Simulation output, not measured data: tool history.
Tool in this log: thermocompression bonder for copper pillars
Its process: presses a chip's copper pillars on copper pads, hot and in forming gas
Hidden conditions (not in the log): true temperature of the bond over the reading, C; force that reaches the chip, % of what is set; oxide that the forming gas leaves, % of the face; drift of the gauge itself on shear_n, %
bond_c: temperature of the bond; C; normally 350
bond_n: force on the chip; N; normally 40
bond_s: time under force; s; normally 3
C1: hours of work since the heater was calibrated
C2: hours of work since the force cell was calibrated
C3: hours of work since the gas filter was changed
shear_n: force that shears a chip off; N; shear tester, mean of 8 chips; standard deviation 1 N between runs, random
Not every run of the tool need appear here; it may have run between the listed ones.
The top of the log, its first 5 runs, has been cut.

run 6 hour=95.0 | bond_c=350 bond_n=40 bond_s=3 | C1=128 C2=128 C3=99 | shear_n=84.3
run 7 hour=114.5 | bond_c=350 bond_n=40 bond_s=3 | C1=142 C2=142 C3=113 | shear_n=83.6
run 8 hour=131.7 | bond_c=350 bond_n=40 bond_s=3 | C1=154 C2=154 C3=125 | shear_n=84.0
-- hour=135.6 forming gas filter changed
run 9 hour=145.7 | bond_c=350 bond_n=40 bond_s=3 | C1=164 C2=164 C3=7 | shear_n=91.6
run 10 hour=168.5 | bond_c=350 bond_n=40 bond_s=3 | C1=180 C2=180 C3=24 | shear_n=88.2
run 11 hour=180.0 | bond_c=350 bond_n=40 bond_s=3 | C1=188 C2=188 C3=32 | shear_n=88.8
run 12 hour=204.5 | bond_c=368 bond_n=40 bond_s=3 | C1=206 C2=206 C3=50 | shear_n=101.7
run 13 hour=229.3 | bond_c=368 bond_n=40 bond_s=3 | C1=224 C2=224 C3=67 | shear_n=99.5
run 14 hour=255.5 | bond_c=368 bond_n=40 bond_s=3 | C1=243 C2=243 C3=86 | shear_n=98.2
run 15 hour=273.3 | bond_c=371 bond_n=40 bond_s=3 | C1=255 C2=255 C3=99 | shear_n=98.4
run 16 hour=289.8 | bond_c=371 bond_n=40 bond_s=3 | C1=267 C2=267 C3=111 | shear_n=98.8
run 17 hour=309.9 | bond_c=371 bond_n=40 bond_s=3 | C1=282 C2=282 C3=125 | shear_n=96.6
-- hour=312.3 forming gas filter changed
run 18 hour=333.3 | bond_c=350 bond_n=40 bond_s=3 | C1=298 C2=298 C3=15 | shear_n=89.7
run 19 hour=359.0 | bond_c=350 bond_n=40 bond_s=3 | C1=317 C2=317 C3=34 | shear_n=88.7
run 20 hour=376.0 | bond_c=350 bond_n=40 bond_s=3 | C1=329 C2=329 C3=46 | shear_n=87.0
run 21 hour=387.6 | bond_c=341 bond_n=26 bond_s=2 | C1=337 C2=337 C3=54 | shear_n=46.8
run 22 hour=401.8 | bond_c=341 bond_n=26 bond_s=2 | C1=348 C2=348 C3=64 | shear_n=48.6

What will run 23 give?
run 23 hour=423.9 | bond_c=371 bond_n=25 bond_s=8 | C1=363 C2=363 C3=80 | shear_n=?

Run 23 yielded shear_n 96.1 N.
With the hidden condition absent and the run-to-run variation left alone, this run would have shown shear_n 103.0 N.
